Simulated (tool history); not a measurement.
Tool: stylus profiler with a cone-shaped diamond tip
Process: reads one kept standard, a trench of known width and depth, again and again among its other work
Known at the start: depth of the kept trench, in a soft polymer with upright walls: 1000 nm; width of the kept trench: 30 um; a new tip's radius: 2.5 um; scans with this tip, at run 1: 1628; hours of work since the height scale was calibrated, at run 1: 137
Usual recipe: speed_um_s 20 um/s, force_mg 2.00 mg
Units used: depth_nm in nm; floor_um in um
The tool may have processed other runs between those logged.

run,day,speed_um_s,force_mg,scans with this tip,hours of work since the height scale was calibrated,depth_nm,floor_um
1,0.000,20,2.00,1628,137,1015.07,25.71
2,0.588,20,2.00,1696,143,1014.96,25.69
3,1.921,20,2.02,1852,156,1015.22,25.73
4,2.821,20,2.02,1957,165,1015.31,25.66
5,3.833,20,2.00,2075,175,1015.32,25.69
6,4.838,20,2.00,2192,185,1015.40,25.63
7,5.521,20,5.72,2272,191,1030.73,25.67
8,6.921,20,4.78,2435,205,1027.31,25.71
9,7.496,20,4.78,2502,211,1027.63,25.64
10,8.321,11,4.78,2599,219,1027.25,25.69
11,9.383,11,4.78,2723,229,1027.36,25.70
12,10.229,11,4.78,2822,238,1027.20,25.63
13,10.946,11,4.78,2905,245,1027.60,25.66
14,12.046,11,4.78,3033,256,1027.49,25.61
15,13.075,11,4.78,3154,266,1027.38,25.61
16,13.662,11,4.78,3222,272,1027.68,25.59
17,14.800,62,2.00,3355,283,1015.88,25.25
18,15.488,23,2.00,3435,289,1016.00,25.44
19,16.650,23,2.00,3571,301,1015.72,25.47
20,17.279,23,2.00,3644,307,1015.99,25.50
21,18.000,13,2.00,3728,314,1015.77,25.52
22,18.592,20,2.00,3797,320,1015.80,25.42
# day 18.679: height scale calibrated on a step standard
23,19.546,20,2.00,3906,9,1016.32,25.46
24,20.467,20,2.00,4014,18,1016.10,25.42
25,21.825,20,1.08,4172,31,1011.48,25.38
26,22.688,20,1.08,4273,39,1011.20,25.38
27,23.883,55,0.76,4412,51,1009.37,24.97
28,25.200,56,2.00,4566,64,1016.73,25.21
29,26.425,44,0.90,4709,76,1010.53,25.10
# day 26.650: height scale calibrated on a step standard, once more
30,27.583,22,5.37,4842,9,1028.36,25.36
31,28.829,22,1.62,4987,21,1012.76,25.29
32,29.429,13,3.47,5057,27,1021.07,25.38
33,30.296,13,3.47,5158,36,1021.41,25.38
34,30.988,46,1.34,5239,43,1011.35,25.09
35,32.150,20,3.73,5375,54,1022.78,25.30
36,32.942,24,3.24,5467,62,1020.70,25.25
37,34.062,24,3.24,5598,73,1020.76,25.22
38,35.021,19,2.71,5710,82,1017.58,25.22
39,36.175,19,2.71,5844,94,1018.00,25.24
40,36.800,19,2.71,5917,100,1018.60,25.20
41,37.825,12,1.78,6037,110,1014.27,25.25
42,38.454,12,5.37,6110,116,1028.90,25.25
43,39.033,12,5.37,6178,122,1028.80,25.19
44,39.671,6,2.00,6253,128,1015.70,25.27
45,40.442,11,1.89,6342,136,1014.63,25.26
46,41.821,11,1.89,6503,149,1014.71,25.22

Across each entry between runs, compare the hidden state at the last listed run before it with the hidden state at the first listed run after it:
In the gap between runs 22 and 23: height scale calibrated on a step standard (day 18.679)
  radius of the tip, um: 2.94 -> 2.95; height scale over the true one, %: 0.119 -> 0.145
  measured less the result without the state, depth_nm: +1.20 -> +1.48 nm; floor_um: -0.42 -> -0.43 um
In the gap between runs 29 and 30: height scale calibrated on a step standard, once more (day 26.650)
  radius of the tip, um: 3.06 -> 3.08; height scale over the true one, %: 0.172 -> 0.003
  measured less the result without the state, depth_nm: +1.74 -> +0.03 nm; floor_um: -0.53 -> -0.54 um

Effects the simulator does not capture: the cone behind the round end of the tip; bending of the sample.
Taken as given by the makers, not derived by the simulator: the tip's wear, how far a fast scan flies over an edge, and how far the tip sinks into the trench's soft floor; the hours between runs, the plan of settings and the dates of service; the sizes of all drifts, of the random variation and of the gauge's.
